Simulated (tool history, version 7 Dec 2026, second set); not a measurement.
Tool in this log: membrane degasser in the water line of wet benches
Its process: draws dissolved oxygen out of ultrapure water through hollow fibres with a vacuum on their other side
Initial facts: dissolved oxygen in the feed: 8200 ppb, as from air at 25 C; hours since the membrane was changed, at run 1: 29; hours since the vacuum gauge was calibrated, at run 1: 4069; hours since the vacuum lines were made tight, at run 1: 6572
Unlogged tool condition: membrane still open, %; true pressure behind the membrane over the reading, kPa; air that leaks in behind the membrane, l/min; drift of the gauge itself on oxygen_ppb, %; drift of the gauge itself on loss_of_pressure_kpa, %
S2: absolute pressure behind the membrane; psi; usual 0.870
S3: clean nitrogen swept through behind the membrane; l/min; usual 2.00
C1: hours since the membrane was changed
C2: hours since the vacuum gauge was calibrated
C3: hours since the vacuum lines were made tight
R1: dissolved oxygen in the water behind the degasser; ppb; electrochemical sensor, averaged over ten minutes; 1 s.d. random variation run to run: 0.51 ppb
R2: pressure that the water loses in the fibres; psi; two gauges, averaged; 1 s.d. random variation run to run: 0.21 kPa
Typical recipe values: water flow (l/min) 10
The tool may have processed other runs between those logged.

run 1 hour=0.0 | water_flow_(l/min)=10 S2=0.870 S3=2.00 | C1=29 C2=4069 C3=6572 | R1=44.3 R2=7.290
run 2 hour=37.2 | water_flow_(l/min)=10 S2=0.870 S3=2.00 | C1=66 C2=4106 C3=6610 | R1=43.2 R2=7.282
run 3 hour=58.6 | water_flow_(l/min)=10 S2=0.870 S3=2.00 | C1=87 C2=4128 C3=6631 | R1=44.1 R2=7.248
run 4 hour=101.8 | water_flow_(l/min)=10 S2=0.870 S3=2.00 | C1=131 C2=4171 C3=6674 | R1=44.8 R2=7.292
run 5 hour=149.9 | water_flow_(l/min)=10 S2=0.870 S3=2.00 | C1=179 C2=4219 C3=6722 | R1=45.6 R2=7.285
run 6 hour=199.5 | water_flow_(l/min)=10 S2=0.870 S3=2.00 | C1=228 C2=4269 C3=6772 | R1=44.1 R2=7.307
run 7 hour=246.1 | water_flow_(l/min)=10 S2=0.870 S3=2.00 | C1=275 C2=4315 C3=6818 | R1=45.2 R2=7.274
run 8 hour=293.9 | water_flow_(l/min)=10 S2=0.870 S3=2.00 | C1=323 C2=4363 C3=6866 | R1=45.8 R2=7.313
-- hour=299.0 vacuum gauge calibrated
run 9 hour=326.3 | water_flow_(l/min)=10 S2=0.870 S3=2.00 | C1=355 C2=27 C3=6898 | R1=44.7 R2=7.330
run 10 hour=351.2 | water_flow_(l/min)=10 S2=0.870 S3=2.00 | C1=380 C2=52 C3=6923 | R1=44.2 R2=7.263
run 11 hour=382.7 | water_flow_(l/min)=10 S2=0.870 S3=2.00 | C1=411 C2=84 C3=6955 | R1=44.9 R2=7.324
-- hour=399.2 seals of the vacuum lines changed
run 12 hour=418.7 | water_flow_(l/min)=10 S2=0.870 S3=2.00 | C1=445 C2=118 C3=20 | R1=42.6 R2=7.287
run 13 hour=462.7 | water_flow_(l/min)=10 S2=0.870 S3=2.00 | C1=489 C2=162 C3=64 | R1=43.2 R2=7.340
run 14 hour=492.7 | water_flow_(l/min)=7 S2=0.870 S3=2.00 | C1=519 C2=192 C3=94 | R1=27.1 R2=5.111
run 15 hour=521.7 | water_flow_(l/min)=7 S2=0.724 S3=2.79 | C1=548 C2=221 C3=123 | R1=13.4 R2=5.100
run 16 hour=542.9 | water_flow_(l/min)=15 S2=0.677 S3=2.00 | C1=569 C2=242 C3=144 | R1=65.7 R2=10.936
run 17 hour=576.1 | water_flow_(l/min)=15 S2=0.627 S3=2.00 | C1=602 C2=275 C3=177 | R1=59.1 R2=10.949
-- hour=611.2 vacuum gauge calibrated, once more
run 18 hour=627.5 | water_flow_(l/min)=15 S2=0.627 S3=2.00 | C1=653 C2=16 C3=228 | R1=56.2 R2=11.026
run 19 hour=674.3 | water_flow_(l/min)=15 S2=0.627 S3=2.00 | C1=700 C2=63 C3=275 | R1=56.0 R2=10.950
run 20 hour=722.9 | water_flow_(l/min)=7 S2=1.107 S3=0.81 | C1=749 C2=112 C3=323 | R1=93.0 R2=5.107
run 21 hour=752.6 | water_flow_(l/min)=7 S2=1.107 S3=0.81 | C1=778 C2=141 C3=353 | R1=91.6 R2=5.089
run 22 hour=803.9 | water_flow_(l/min)=10 S2=0.870 S3=0.96 | C1=830 C2=193 C3=404 | R1=75.9 R2=7.364
run 23 hour=827.7 | water_flow_(l/min)=10 S2=1.593 S3=2.77 | C1=854 C2=217 C3=428 | R1=77.6 R2=7.277
run 24 hour=863.7 | water_flow_(l/min)=10 S2=1.780 S3=2.00 | C1=890 C2=253 C3=464 | R1=117.9 R2=7.271
run 25 hour=898.3 | water_flow_(l/min)=14 S2=0.870 S3=2.00 | C1=924 C2=287 C3=499 | R1=75.1 R2=10.234
run 26 hour=927.7 | water_flow_(l/min)=11 S2=0.564 S3=1.14 | C1=954 C2=317 C3=528 | R1=27.1 R2=8.061
run 27 hour=958.4 | water_flow_(l/min)=9 S2=0.870 S3=1.38 | C1=984 C2=347 C3=559 | R1=48.5 R2=6.559
run 28 hour=995.4 | water_flow_(l/min)=8 S2=0.715 S3=0.99 | C1=1021 C2=384 C3=596 | R1=36.3 R2=5.878

What if the next run were any one of these 4? Each begins from the tool's condition after run 28:
run A hour=1023.2 | water_flow_(l/min)=6 S2=0.870 S3=2.29 | C1=1049 C2=412 C3=624 | R1=? R2=?
run B hour=1023.2 | water_flow_(l/min)=8 S2=0.715 S3=2.98 | C1=1049 C2=412 C3=624 | R1=? R2=?
run C hour=1023.2 | water_flow_(l/min)=14 S2=0.715 S3=0.99 | C1=1049 C2=412 C3=624 | R1=? R2=?
run D hour=1023.2 | water_flow_(l/min)=7 S2=0.576 S3=0.81 | C1=1049 C2=412 C3=624 | R1=? R2=?

run=A R1=18.4 R2=4.370
run=B R1=13.9 R2=5.799
run=C R1=82.9 R2=10.303
run=D R1=17.4 R2=5.134
What these runs would have given with no unlogged condition in the tool:
run=A R1=18.1 R2=4.344
run=B R1=13.6 R2=5.764
run=C R1=81.3 R2=10.243
run=D R1=16.9 R2=5.104
